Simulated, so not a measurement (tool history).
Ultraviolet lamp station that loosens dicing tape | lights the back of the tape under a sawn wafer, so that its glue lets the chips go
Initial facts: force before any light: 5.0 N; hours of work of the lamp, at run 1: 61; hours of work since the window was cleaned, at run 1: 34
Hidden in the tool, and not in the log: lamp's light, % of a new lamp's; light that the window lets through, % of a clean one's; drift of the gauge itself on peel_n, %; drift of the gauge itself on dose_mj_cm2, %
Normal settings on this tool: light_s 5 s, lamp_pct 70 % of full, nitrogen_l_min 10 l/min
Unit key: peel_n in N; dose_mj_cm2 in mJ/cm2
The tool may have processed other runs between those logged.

run,day,light_s,lamp_pct,nitrogen_l_min,hours of work of the lamp,hours of work since the window was cleaned,peel_n,dose_mj_cm2
1,0.000,5,70,10,61,34,0.302,427
2,0.888,5,70,11,72,44,0.270,421
3,1.371,5,80,10,77,50,0.217,479
4,2.158,5,70,19,86,59,0.209,422
5,2.950,5,70,19,95,68,0.206,421
6,4.062,5,70,10,108,81,0.317,414
7,5.067,5,70,10,120,92,0.309,417
8,5.879,5,70,10,129,102,0.325,410
9,6.929,5,70,10,141,114,0.312,404
10,7.392,5,70,10,146,119,0.312,405
11,8.204,8,73,6,156,128,0.136,674
12,9.088,8,92,15,166,139,0.066,847
13,9.542,5,81,7,171,144,0.309,465
14,10.329,5,66,18,180,153,0.257,376

Consider 4 possible next runs. They are alternatives, not a sequence: every one starts from the tool as it was left by run 14. What does each give?
A,10.792,3,63,10,186,158,?,?
B,10.792,5,70,5,186,158,?,?
C,10.792,2,97,4,186,158,?,?
D,10.792,5,97,10,186,158,?,?

run,peel_n,dose_mj_cm2
A,1.095,218
B,0.559,402
C,1.606,225
D,0.159,552
The same runs, with their run-to-run variation unchanged, on a tool lacking any hidden condition would have given:
run,peel_n,dose_mj_cm2
A,0.939,240
B,0.455,444
C,1.430,248
D,0.130,611
